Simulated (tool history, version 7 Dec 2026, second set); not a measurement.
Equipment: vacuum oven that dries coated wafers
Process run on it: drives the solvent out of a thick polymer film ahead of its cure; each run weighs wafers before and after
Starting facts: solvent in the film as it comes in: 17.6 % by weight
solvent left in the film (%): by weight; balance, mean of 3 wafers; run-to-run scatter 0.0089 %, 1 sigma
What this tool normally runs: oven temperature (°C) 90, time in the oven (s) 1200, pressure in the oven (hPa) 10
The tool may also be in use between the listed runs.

run     day  oven temperature (°C)  time in the oven (s)  pressure in the oven (hPa)  solvent left in the film (%)
  1       0                     90                  1200                          10                         1.471
  2   2.767                     90                  1200                        16.6                         1.693
  3   5.912                     90                  1200                        16.6                          1.68
  4   9.779                     90                  1200                        28.9                         2.041
  5  12.108                     90                  1200                        31.3                          2.13
  6  14.808                     90                  1200                        31.3                         2.124
  7  18.525                     90                  2100                        31.3                         1.244
  8  20.546                     90                  1200                          10                         1.465
  9  22.396                     96                  1200                          10                         0.894
 10  25.254                     96                  1200                          10                         0.891
 11  28.612                     96                  1200                          10                         0.875
 12  31.967                     90                  1200                          10                          1.47
 13  34.533                     90                  1200                          10                         1.469
 14  37.667                     90                  1200                          10                         1.483
 15   40.45                     90                  1200                          10                         1.469
 16  44.162                     90                  1200                          10                         1.462
 17  47.038                     90                  1200                          10                         1.472
 18  50.942                     90                  1200                          10                         1.459
 19  53.562                     90                  1200                          10                         1.456
 20  56.225                    102                  1680                         5.9                         0.246
 21   59.15                    102                  1680                         5.9                         0.255
 22  62.971                     90                   900                         7.4                         2.326
 23  66.842                     85                   660                           6                         4.658
 24  70.538                     85                   660                           6                         4.638
 25    72.8                     81                  1740                        38.5                         2.798
 26  75.475                     84                   840                        29.5                         4.403
 27  78.025                     92                  1200                           7                         1.152
     81.275  -- oven's thermocouples calibrated
 28  81.596                     91                  1200                        24.5                         1.767
 29  83.388                     89                  1020                         9.3                          2.08
 30  87.192                     75                   780                          10                         6.141
 31  88.875                     75                   720                        25.2                         7.114
 32  92.779                     75                   720                        25.2                         7.108
 33  94.842                     90                  1380                        17.1                         1.343
 34  96.754                     90                  1380                        17.1                         1.364
 35  99.592                     90                  1200                         6.5                         1.354

Branching from run 35: 5 alternative next runs. What would each branch give?
  A  101.929                     90                  1200                         7.2                             ?
  B  101.929                    101                  1200                        26.9                             ?
  C  101.929                     93                  2100                        19.5                             ?
  D  101.929                     90                  1200                         9.7                             ?
  E  101.929                     94                  1200                         6.5                             ?

run  solvent left in the film (%)
  A                         1.372
  B                         0.926
  C                         0.769
  D                         1.463
  E                          0.97
Take away the tool's hidden state, keep each run's random variation, and the runs would have read:
run  solvent left in the film (%)
  A                          1.28
  B                         0.851
  C                         0.644
  D                         1.373
  E                         0.882

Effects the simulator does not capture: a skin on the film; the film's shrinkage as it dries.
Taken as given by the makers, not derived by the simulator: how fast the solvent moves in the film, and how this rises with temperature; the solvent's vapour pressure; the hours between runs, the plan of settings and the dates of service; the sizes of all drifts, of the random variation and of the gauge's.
